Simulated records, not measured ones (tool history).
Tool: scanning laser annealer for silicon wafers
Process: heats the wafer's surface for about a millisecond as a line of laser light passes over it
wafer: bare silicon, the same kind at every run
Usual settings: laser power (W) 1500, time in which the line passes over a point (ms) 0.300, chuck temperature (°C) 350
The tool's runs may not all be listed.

run	hour	laser power (W)	time in which the line passes over a point (ms)	chuck temperature (°C)	highest temperature of the surface (°C)
1	0.0	1500	0.300	350	1127
2	22.2	1500	0.300	350	1128
3	59.7	1500	0.300	350	1128
4	83.9	1500	0.300	350	1128
5	115.9	1500	0.300	350	1127
6	135.4	1500	0.300	350	1125
7	159.5	1500	0.300	350	1127
8	189.2	1500	0.300	350	1126
9	229.6	1561	0.300	350	1154
10	260.0	1561	0.300	350	1157
# hour 266.0: laser's power meter calibrated
11	287.8	1561	0.300	350	1155
12	320.7	1500	0.305	350	1132
13	342.6	1500	0.305	350	1132
14	372.5	1500	0.300	350	1122
15	391.6	1500	0.300	350	1128
16	409.0	1500	0.300	350	1126
17	447.9	1500	0.284	350	1099
18	470.4	1500	0.370	350	1224
# hour 489.8: laser's power meter calibrated, once more
19	506.6	1500	0.370	350	1224
20	535.2	1500	0.364	375	1245
21	551.9	1484	0.340	331	1153
22	572.3	1286	0.340	358	1071
23	606.3	1289	0.357	359	1093
24	643.3	1327	0.278	353	1005
25	667.7	1455	0.289	361	1093
26	690.6	1533	0.289	361	1134
27	714.1	1284	0.300	350	1010
28	742.6	1276	0.293	350	994
29	762.6	1276	0.293	350	994

4 ways to go on from here, each from the tool as it stands after run 29. What would each give?
A	795.3	1568	0.308	350	?
B	795.3	1276	0.293	311	?
C	795.3	1512	0.269	345	?
D	795.3	1555	0.300	381	?

run	highest temperature of the surface (°C)
A	1169
B	955
C	1077
D	1176
Without the tool's hidden state the same runs would have given:
run	highest temperature of the surface (°C)
A	1196
B	976
C	1101
D	1203
